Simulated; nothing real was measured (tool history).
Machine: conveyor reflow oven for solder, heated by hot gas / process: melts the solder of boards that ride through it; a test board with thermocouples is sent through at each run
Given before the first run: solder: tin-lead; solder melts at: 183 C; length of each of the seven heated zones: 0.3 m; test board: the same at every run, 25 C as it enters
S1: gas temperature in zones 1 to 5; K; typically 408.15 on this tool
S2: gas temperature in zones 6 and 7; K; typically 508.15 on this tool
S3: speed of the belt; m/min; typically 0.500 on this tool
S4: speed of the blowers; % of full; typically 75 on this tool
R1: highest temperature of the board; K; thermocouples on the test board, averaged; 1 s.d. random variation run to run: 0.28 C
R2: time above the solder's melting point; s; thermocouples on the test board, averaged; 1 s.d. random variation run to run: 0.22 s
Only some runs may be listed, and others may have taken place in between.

run 1 day=0.000 | S1=408.15 S2=508.15 S3=0.500 S4=75 | R1=493.85 R2=55.5
run 2 day=0.388 | S1=408.15 S2=508.15 S3=0.500 S4=75 | R1=493.55 R2=55.7
run 3 day=0.762 | S1=408.15 S2=508.15 S3=0.500 S4=75 | R1=493.15 R2=55.5
run 4 day=0.992 | S1=408.15 S2=508.15 S3=0.500 S4=75 | R1=493.15 R2=55.7
run 5 day=1.188 | S1=408.15 S2=508.15 S3=0.500 S4=75 | R1=493.95 R2=55.7
run 6 day=1.517 | S1=408.15 S2=508.15 S3=0.500 S4=75 | R1=493.95 R2=55.6
run 7 day=1.767 | S1=402.15 S2=508.15 S3=0.535 S4=75 | R1=490.55 R2=47.8
run 8 day=2.121 | S1=402.15 S2=508.15 S3=0.480 S4=75 | R1=494.15 R2=57.0
run 9 day=2.479 | S1=406.15 S2=498.15 S3=0.512 S4=88 | R1=485.95 R2=49.4
run 10 day=2.779 | S1=408.15 S2=508.15 S3=0.485 S4=75 | R1=494.95 R2=58.3

For run 11, what comes out?
run 11 day=3.046 | S1=408.15 S2=512.15 S3=0.485 S4=75 | R1=? R2=?

{"run 11": {"R1": 498.35, "R2": 60.2}}
With the hidden condition absent and the run-to-run variation left alone, this run would have shown R1 498.35 K, R2 60.2 s.

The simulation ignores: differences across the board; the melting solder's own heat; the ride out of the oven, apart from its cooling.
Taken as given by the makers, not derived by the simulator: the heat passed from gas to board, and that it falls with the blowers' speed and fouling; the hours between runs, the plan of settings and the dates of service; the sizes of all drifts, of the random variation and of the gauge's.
